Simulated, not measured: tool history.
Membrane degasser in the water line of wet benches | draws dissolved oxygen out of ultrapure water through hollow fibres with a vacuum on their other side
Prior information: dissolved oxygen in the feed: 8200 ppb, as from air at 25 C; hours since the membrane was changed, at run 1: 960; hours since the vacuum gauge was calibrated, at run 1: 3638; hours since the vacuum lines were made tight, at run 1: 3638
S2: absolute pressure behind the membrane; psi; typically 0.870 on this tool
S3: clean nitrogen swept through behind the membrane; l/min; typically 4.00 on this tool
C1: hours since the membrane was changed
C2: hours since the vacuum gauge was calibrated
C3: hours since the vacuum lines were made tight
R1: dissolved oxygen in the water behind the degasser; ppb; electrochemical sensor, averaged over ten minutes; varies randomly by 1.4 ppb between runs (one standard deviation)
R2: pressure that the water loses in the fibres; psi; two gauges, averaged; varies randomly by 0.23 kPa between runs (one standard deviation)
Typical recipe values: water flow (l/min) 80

run 1 hour=0.0 | water_flow_(l/min)=80 S2=0.870 S3=4.00 | C1=960 C2=3638 C3=3638 | R1=131.9 R2=8.166
run 2 hour=155.2 | water_flow_(l/min)=80 S2=0.870 S3=4.34 | C1=1115 C2=3794 C3=3794 | R1=124.0 R2=8.211
run 3 hour=289.0 | water_flow_(l/min)=80 S2=0.870 S3=4.34 | C1=1249 C2=3927 C3=3927 | R1=122.8 R2=8.189
run 4 hour=486.4 | water_flow_(l/min)=80 S2=0.870 S3=4.34 | C1=1446 C2=4125 C3=4125 | R1=125.9 R2=8.180
run 5 hour=691.5 | water_flow_(l/min)=80 S2=0.870 S3=4.34 | C1=1651 C2=4330 C3=4330 | R1=124.5 R2=8.154
run 6 hour=838.2 | water_flow_(l/min)=80 S2=0.870 S3=4.34 | C1=1798 C2=4477 C3=4477 | R1=122.8 R2=8.174
run 7 hour=1001.0 | water_flow_(l/min)=80 S2=0.870 S3=4.34 | C1=1961 C2=4639 C3=4639 | R1=124.4 R2=8.125
run 8 hour=1227.4 | water_flow_(l/min)=80 S2=0.870 S3=4.34 | C1=2187 C2=4866 C3=4866 | R1=121.2 R2=8.111
-- hour=1243.4 seals of the vacuum lines changed
-- hour=1313.1 vacuum gauge calibrated
run 9 hour=1461.7 | water_flow_(l/min)=80 S2=0.870 S3=4.34 | C1=2419 C2=149 C3=218 | R1=122.2 R2=8.183
run 10 hour=1658.8 | water_flow_(l/min)=80 S2=0.870 S3=4.34 | C1=2616 C2=346 C3=415 | R1=121.7 R2=8.142
run 11 hour=1783.4 | water_flow_(l/min)=80 S2=0.870 S3=4.34 | C1=2740 C2=470 C3=539 | R1=121.8 R2=8.222
run 12 hour=2010.1 | water_flow_(l/min)=80 S2=0.870 S3=4.34 | C1=2967 C2=697 C3=766 | R1=124.8 R2=8.196
run 13 hour=2165.2 | water_flow_(l/min)=80 S2=0.870 S3=4.34 | C1=3122 C2=852 C3=921 | R1=120.6 R2=8.131
run 14 hour=2372.5 | water_flow_(l/min)=80 S2=0.870 S3=4.00 | C1=3330 C2=1059 C3=1129 | R1=130.0 R2=8.169
run 15 hour=2555.5 | water_flow_(l/min)=80 S2=0.870 S3=2.94 | C1=3513 C2=1242 C3=1312 | R1=168.6 R2=8.251
run 16 hour=2749.2 | water_flow_(l/min)=80 S2=0.870 S3=4.00 | C1=3706 C2=1436 C3=1505 | R1=133.7 R2=8.224
run 17 hour=2929.8 | water_flow_(l/min)=90 S2=1.458 S3=5.79 | C1=3887 C2=1617 C3=1686 | R1=252.9 R2=9.211
run 18 hour=3119.0 | water_flow_(l/min)=122 S2=1.015 S3=8.86 | C1=4076 C2=1806 C3=1875 | R1=177.2 R2=12.436
run 19 hour=3358.1 | water_flow_(l/min)=80 S2=0.867 S3=2.35 | C1=4315 C2=2045 C3=2114 | R1=198.8 R2=8.140
run 20 hour=3472.8 | water_flow_(l/min)=80 S2=0.870 S3=11.52 | C1=4430 C2=2160 C3=2229 | R1=56.0 R2=8.203
run 21 hour=3569.8 | water_flow_(l/min)=80 S2=0.870 S3=11.52 | C1=4527 C2=2257 C3=2326 | R1=55.2 R2=8.140
run 22 hour=3732.8 | water_flow_(l/min)=119 S2=0.773 S3=4.00 | C1=4690 C2=2420 C3=2489 | R1=184.9 R2=12.143
run 23 hour=3882.4 | water_flow_(l/min)=119 S2=0.773 S3=4.00 | C1=4840 C2=2569 C3=2638 | R1=187.5 R2=12.122
run 24 hour=4121.7 | water_flow_(l/min)=102 S2=0.870 S3=2.05 | C1=5079 C2=2809 C3=2878 | R1=287.3 R2=10.412
run 25 hour=4276.3 | water_flow_(l/min)=102 S2=0.870 S3=2.05 | C1=5233 C2=2963 C3=3032 | R1=289.9 R2=10.443
run 26 hour=4477.6 | water_flow_(l/min)=102 S2=0.870 S3=2.05 | C1=5435 C2=3165 C3=3234 | R1=282.9 R2=10.446
run 27 hour=4669.9 | water_flow_(l/min)=102 S2=0.870 S3=2.05 | C1=5627 C2=3357 C3=3426 | R1=285.9 R2=10.420
run 28 hour=4824.9 | water_flow_(l/min)=102 S2=0.870 S3=2.05 | C1=5782 C2=3512 C3=3581 | R1=286.9 R2=10.434
run 29 hour=4968.5 | water_flow_(l/min)=54 S2=1.160 S3=8.14 | C1=5926 C2=3655 C3=3725 | R1=77.0 R2=5.484
run 30 hour=5168.2 | water_flow_(l/min)=54 S2=1.160 S3=8.14 | C1=6125 C2=3855 C3=3924 | R1=77.6 R2=5.500
run 31 hour=5376.0 | water_flow_(l/min)=54 S2=1.160 S3=8.14 | C1=6333 C2=4063 C3=4132 | R1=76.5 R2=5.507

Forecast each of these 3 alternatives for the next run:
run A hour=5599.3 | water_flow_(l/min)=87 S2=0.946 S3=7.61 | C1=6556 C2=4286 C3=4355 | R1=? R2=?
run B hour=5599.3 | water_flow_(l/min)=89 S2=1.714 S3=4.00 | C1=6556 C2=4286 C3=4355 | R1=? R2=?
run C hour=5599.3 | water_flow_(l/min)=54 S2=1.339 S3=8.14 | C1=6556 C2=4286 C3=4355 | R1=? R2=?

run=A R1=100.7 R2=8.855
run=B R1=416.0 R2=9.116
run=C R1=96.0 R2=5.551
Without the tool's unlogged condition, the same runs would have read:
run=A R1=100.5 R2=8.846
run=B R1=415.8 R2=9.107
run=C R1=96.0 R2=5.545
